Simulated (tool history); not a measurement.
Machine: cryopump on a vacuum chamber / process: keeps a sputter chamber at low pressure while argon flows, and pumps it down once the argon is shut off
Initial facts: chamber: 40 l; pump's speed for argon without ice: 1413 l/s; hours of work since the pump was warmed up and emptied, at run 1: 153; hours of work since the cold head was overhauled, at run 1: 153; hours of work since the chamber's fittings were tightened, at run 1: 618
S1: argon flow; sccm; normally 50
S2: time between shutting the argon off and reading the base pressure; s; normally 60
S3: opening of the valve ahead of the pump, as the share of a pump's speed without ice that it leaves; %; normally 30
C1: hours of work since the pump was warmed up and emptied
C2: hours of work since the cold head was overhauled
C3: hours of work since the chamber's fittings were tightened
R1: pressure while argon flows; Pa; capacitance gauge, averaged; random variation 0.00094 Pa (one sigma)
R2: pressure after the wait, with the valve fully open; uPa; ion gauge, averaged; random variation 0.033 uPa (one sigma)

{"run": 1, "hour": 0.0, "S1": 50, "S2": 60, "S3": 30, "C1": 153, "C2": 153, "C3": 618, "R1": 0.2038, "R2": 3.18}
{"run": 2, "hour": 15.3, "S1": 50, "S2": 60, "S3": 30, "C1": 163, "C2": 163, "C3": 629, "R1": 0.2041, "R2": 3.11}
{"run": 3, "hour": 27.3, "S1": 50, "S2": 60, "S3": 30, "C1": 171, "C2": 171, "C3": 637, "R1": 0.2034, "R2": 3.16}
{"run": 4, "hour": 46.1, "S1": 50, "S2": 60, "S3": 38, "C1": 183, "C2": 183, "C3": 649, "R1": 0.1635, "R2": 3.32}
{"run": 5, "hour": 61.1, "S1": 50, "S2": 60, "S3": 38, "C1": 193, "C2": 193, "C3": 659, "R1": 0.1618, "R2": 3.2}
{"run": 6, "hour": 77.9, "S1": 50, "S2": 60, "S3": 38, "C1": 204, "C2": 204, "C3": 670, "R1": 0.1618, "R2": 3.28}
{"run": 7, "hour": 91.8, "S1": 50, "S2": 298, "S3": 30, "C1": 214, "C2": 214, "C3": 680, "R1": 0.2054, "R2": 2.01}
{"run": 8, "hour": 107.4, "S1": 50, "S2": 298, "S3": 30, "C1": 224, "C2": 224, "C3": 690, "R1": 0.206, "R2": 2.11}
{"run": 9, "hour": 116.8, "S1": 50, "S2": 298, "S3": 30, "C1": 230, "C2": 230, "C3": 696, "R1": 0.2057, "R2": 2.15}
{"run": 10, "hour": 126.8, "S1": 50, "S2": 298, "S3": 30, "C1": 237, "C2": 237, "C3": 703, "R1": 0.2049, "R2": 2.19}
{"run": 11, "hour": 145.9, "S1": 50, "S2": 298, "S3": 30, "C1": 250, "C2": 250, "C3": 716, "R1": 0.2065, "R2": 2.17}
{"run": 12, "hour": 158.3, "S1": 48, "S2": 60, "S3": 30, "C1": 258, "C2": 258, "C3": 724, "R1": 0.1978, "R2": 3.4}
{"run": 13, "hour": 170.2, "S1": 48, "S2": 60, "S3": 30, "C1": 266, "C2": 266, "C3": 732, "R1": 0.1976, "R2": 3.48}
{"run": 14, "hour": 184.2, "S1": 50, "S2": 60, "S3": 30, "C1": 275, "C2": 275, "C3": 741, "R1": 0.2064, "R2": 3.51}
{"run": 15, "hour": 200.0, "S1": 50, "S2": 60, "S3": 30, "C1": 286, "C2": 286, "C3": 752, "R1": 0.2069, "R2": 3.49}
{"run": 16, "hour": 209.7, "S1": 50, "S2": 60, "S3": 30, "C1": 292, "C2": 292, "C3": 758, "R1": 0.2065, "R2": 3.53}
{"run": 17, "hour": 220.3, "S1": 50, "S2": 60, "S3": 30, "C1": 299, "C2": 299, "C3": 765, "R1": 0.2089, "R2": 3.6}
{"run": 18, "hour": 229.9, "S1": 23, "S2": 60, "S3": 51, "C1": 306, "C2": 306, "C3": 772, "R1": 0.0573, "R2": 3.58}
{"run": 19, "hour": 243.6, "S1": 76, "S2": 137, "S3": 34, "C1": 315, "C2": 315, "C3": 781, "R1": 0.2788, "R2": 2.72}
{"run": 20, "hour": 257.1, "S1": 76, "S2": 137, "S3": 34, "C1": 324, "C2": 324, "C3": 790, "R1": 0.2805, "R2": 2.83}
{"run": 21, "hour": 272.9, "S1": 76, "S2": 137, "S3": 30, "C1": 334, "C2": 334, "C3": 800, "R1": 0.3146, "R2": 2.83}
{"run": 22, "hour": 283.8, "S1": 36, "S2": 78, "S3": 30, "C1": 342, "C2": 342, "C3": 808, "R1": 0.151, "R2": 3.35}
{"run": 23, "hour": 292.3, "S1": 27, "S2": 53, "S3": 30, "C1": 347, "C2": 347, "C3": 813, "R1": 0.1133, "R2": 4.02}
{"run": 24, "hour": 302.5, "S1": 74, "S2": 57, "S3": 25, "C1": 354, "C2": 354, "C3": 820, "R1": 0.3689, "R2": 3.68}
{"run": 25, "hour": 311.1, "S1": 41, "S2": 31, "S3": 45, "C1": 360, "C2": 360, "C3": 826, "R1": 0.1164, "R2": 5.05}
{"run": 26, "hour": 321.7, "S1": 33, "S2": 24, "S3": 22, "C1": 367, "C2": 367, "C3": 833, "R1": 0.1853, "R2": 6.13}
{"run": 27, "hour": 329.5, "S1": 36, "S2": 60, "S3": 30, "C1": 372, "C2": 372, "C3": 838, "R1": 0.1505, "R2": 3.83}
{"run": 28, "hour": 340.4, "S1": 40, "S2": 60, "S3": 44, "C1": 379, "C2": 379, "C3": 845, "R1": 0.117, "R2": 3.76}
{"run": 29, "hour": 358.8, "S1": 21, "S2": 69, "S3": 30, "C1": 392, "C2": 392, "C3": 857, "R1": 0.0876, "R2": 3.5}
{"run": 30, "hour": 370.4, "S1": 87, "S2": 260, "S3": 26, "C1": 399, "C2": 399, "C3": 865, "R1": 0.4199, "R2": 2.77}

Here are 3 independent what-if runs from the current tool condition. What would each one return?
{"run": "A", "hour": 384.3, "S1": 93, "S2": 260, "S3": 38, "C1": 409, "C2": 409, "C3": 874, "R1": "?", "R2": "?"}
{"run": "B", "hour": 384.3, "S1": 45, "S2": 260, "S3": 26, "C1": 409, "C2": 409, "C3": 874, "R1": "?", "R2": "?"}
{"run": "C", "hour": 384.3, "S1": 95, "S2": 119, "S3": 36, "C1": 409, "C2": 409, "C3": 874, "R1": "?", "R2": "?"}

run=A R1=0.3127 R2=2.75
run=B R1=0.2188 R2=2.69
run=C R1=0.3369 R2=3.16
Stripped of hidden state, with their random variation kept, the same runs would have yielded:
run=A R1=0.2922 R2=0.56
run=B R1=0.2087 R2=0.56
run=C R1=0.3158 R2=0.98

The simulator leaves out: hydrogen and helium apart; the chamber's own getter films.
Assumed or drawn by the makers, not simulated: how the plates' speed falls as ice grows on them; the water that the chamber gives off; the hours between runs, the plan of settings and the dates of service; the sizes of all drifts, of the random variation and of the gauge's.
